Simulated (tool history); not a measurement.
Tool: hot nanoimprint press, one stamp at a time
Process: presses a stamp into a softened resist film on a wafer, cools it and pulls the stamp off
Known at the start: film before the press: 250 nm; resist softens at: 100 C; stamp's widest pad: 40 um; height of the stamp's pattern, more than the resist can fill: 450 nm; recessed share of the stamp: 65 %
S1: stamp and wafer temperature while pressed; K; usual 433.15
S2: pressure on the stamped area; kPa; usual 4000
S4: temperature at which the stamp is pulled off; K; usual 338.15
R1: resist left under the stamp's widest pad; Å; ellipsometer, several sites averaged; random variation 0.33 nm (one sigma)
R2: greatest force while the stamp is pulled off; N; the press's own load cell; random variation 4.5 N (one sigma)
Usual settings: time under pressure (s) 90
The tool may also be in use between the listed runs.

{"run": 1, "day": 0.0, "S1": 433.15, "S2": 4000, "time under pressure (s)": 90, "S4": 338.15, "R1": 1251, "R2": 260}
{"day": 0.371, "done": "stamp cleaned and given a new release coat"}
{"run": 2, "day": 1.758, "S1": 433.15, "S2": 4000, "time under pressure (s)": 90, "S4": 338.15, "R1": 1248, "R2": 233}
{"run": 3, "day": 3.171, "S1": 433.15, "S2": 4000, "time under pressure (s)": 90, "S4": 338.15, "R1": 1255, "R2": 234}
{"run": 4, "day": 4.629, "S1": 433.15, "S2": 4000, "time under pressure (s)": 90, "S4": 338.15, "R1": 1252, "R2": 238}
{"run": 5, "day": 6.258, "S1": 433.15, "S2": 6010, "time under pressure (s)": 90, "S4": 338.15, "R1": 1007, "R2": 255}
{"run": 6, "day": 7.017, "S1": 433.15, "S2": 6010, "time under pressure (s)": 90, "S4": 335.15, "R1": 1009, "R2": 270}
{"day": 7.292, "done": "plate thermocouple calibrated"}
{"run": 7, "day": 8.092, "S1": 433.15, "S2": 6010, "time under pressure (s)": 90, "S4": 335.15, "R1": 1020, "R2": 277}
{"run": 8, "day": 9.396, "S1": 433.15, "S2": 3370, "time under pressure (s)": 105, "S4": 326.15, "R1": 1313, "R2": 346}
{"day": 10.571, "done": "stamp cleaned and given a new release coat"}
{"run": 9, "day": 10.604, "S1": 430.15, "S2": 3290, "time under pressure (s)": 95, "S4": 338.15, "R1": 1493, "R2": 233}
{"run": 10, "day": 11.696, "S1": 421.15, "S2": 4490, "time under pressure (s)": 50, "S4": 333.15, "R1": 1958, "R2": 248}

Measured less the same run without the tool's hidden state. The same run-to-run variation is in both; the gauge's scatter may not be:
The hidden state here: true temperature over the reading, C; pressure that arrives at the usual setting, %; grip of the stamp's worn release coat, % over a new coat's; drift of the gauge itself on residual_nm, %; drift of the gauge itself on pull_off_n, %.
run=1 R1=+17 R2=+53
run=2 R1=+18 R2=+9
run=3 R1=+20 R2=+17
run=4 R1=+22 R2=+25
run=5 R1=+23 R2=+35
run=6 R1=+24 R2=+41
run=7 R1=+32 R2=+48
run=8 R1=+35 R2=+67
run=9 R1=+39 R2=+4
run=10 R1=+42 R2=+11
